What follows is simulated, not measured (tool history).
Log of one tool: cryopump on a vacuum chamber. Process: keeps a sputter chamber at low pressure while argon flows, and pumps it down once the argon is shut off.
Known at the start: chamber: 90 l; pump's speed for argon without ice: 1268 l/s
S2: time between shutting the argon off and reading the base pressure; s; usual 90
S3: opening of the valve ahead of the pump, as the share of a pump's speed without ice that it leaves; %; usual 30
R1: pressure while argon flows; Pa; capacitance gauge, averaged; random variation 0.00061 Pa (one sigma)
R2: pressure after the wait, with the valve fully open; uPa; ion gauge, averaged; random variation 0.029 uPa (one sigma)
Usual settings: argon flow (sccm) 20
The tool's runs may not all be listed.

{"run": 1, "hour": 0.0, "argon flow (sccm)": 20, "S2": 90, "S3": 30, "R1": 0.0946, "R2": 3.11}
{"run": 2, "hour": 15.2, "argon flow (sccm)": 20, "S2": 90, "S3": 30, "R1": 0.0956, "R2": 3.19}
{"run": 3, "hour": 23.1, "argon flow (sccm)": 20, "S2": 98, "S3": 30, "R1": 0.095, "R2": 3.11}
{"run": 4, "hour": 32.0, "argon flow (sccm)": 20, "S2": 98, "S3": 30, "R1": 0.0946, "R2": 3.19}
{"run": 5, "hour": 43.4, "argon flow (sccm)": 20, "S2": 98, "S3": 16, "R1": 0.1734, "R2": 3.18}
{"run": 6, "hour": 55.7, "argon flow (sccm)": 20, "S2": 90, "S3": 30, "R1": 0.0959, "R2": 3.29}
{"run": 7, "hour": 64.6, "argon flow (sccm)": 26, "S2": 90, "S3": 30, "R1": 0.1246, "R2": 3.27}
{"run": 8, "hour": 79.2, "argon flow (sccm)": 26, "S2": 90, "S3": 30, "R1": 0.1259, "R2": 3.42}
{"run": 9, "hour": 90.1, "argon flow (sccm)": 26, "S2": 90, "S3": 30, "R1": 0.1252, "R2": 3.38}
{"run": 10, "hour": 104.2, "argon flow (sccm)": 26, "S2": 90, "S3": 30, "R1": 0.1262, "R2": 3.39}
{"run": 11, "hour": 114.1, "argon flow (sccm)": 26, "S2": 90, "S3": 30, "R1": 0.1275, "R2": 3.55}
{"run": 12, "hour": 122.8, "argon flow (sccm)": 33, "S2": 26, "S3": 35, "R1": 0.1395, "R2": 6.5}
{"run": 13, "hour": 137.8, "argon flow (sccm)": 33, "S2": 26, "S3": 35, "R1": 0.1413, "R2": 6.57}
{"run": 14, "hour": 150.2, "argon flow (sccm)": 18, "S2": 22, "S3": 23, "R1": 0.1126, "R2": 7.44}
{"run": 15, "hour": 166.6, "argon flow (sccm)": 18, "S2": 127, "S3": 23, "R1": 0.113, "R2": 3.54}
{"run": 16, "hour": 181.2, "argon flow (sccm)": 18, "S2": 151, "S3": 51, "R1": 0.057, "R2": 3.4}
{"run": 17, "hour": 193.3, "argon flow (sccm)": 18, "S2": 151, "S3": 51, "R1": 0.0572, "R2": 3.53}
{"run": 18, "hour": 202.6, "argon flow (sccm)": 18, "S2": 151, "S3": 51, "R1": 0.0585, "R2": 3.62}
{"run": 19, "hour": 210.5, "argon flow (sccm)": 18, "S2": 151, "S3": 51, "R1": 0.0583, "R2": 3.46}
{"run": 20, "hour": 220.3, "argon flow (sccm)": 11, "S2": 90, "S3": 30, "R1": 0.0558, "R2": 4.23}
{"run": 21, "hour": 228.1, "argon flow (sccm)": 20, "S2": 27, "S3": 18, "R1": 0.1614, "R2": 7.04}

Forecast each of these 3 alternatives for the next run:
{"run": "A", "hour": 237.7, "argon flow (sccm)": 14, "S2": 90, "S3": 22, "R1": "?", "R2": "?"}
{"run": "B", "hour": 237.7, "argon flow (sccm)": 9, "S2": 255, "S3": 30, "R1": "?", "R2": "?"}
{"run": "C", "hour": 237.7, "argon flow (sccm)": 11, "S2": 90, "S3": 30, "R1": "?", "R2": "?"}

run=A R1=0.095 R2=4.32
run=B R1=0.0464 R2=3.45
run=C R1=0.0561 R2=4.29
Without the tool's hidden state the same runs would have given:
run=A R1=0.0855 R2=1.44
run=B R1=0.0403 R2=0.65
run=C R1=0.0487 R2=1.46
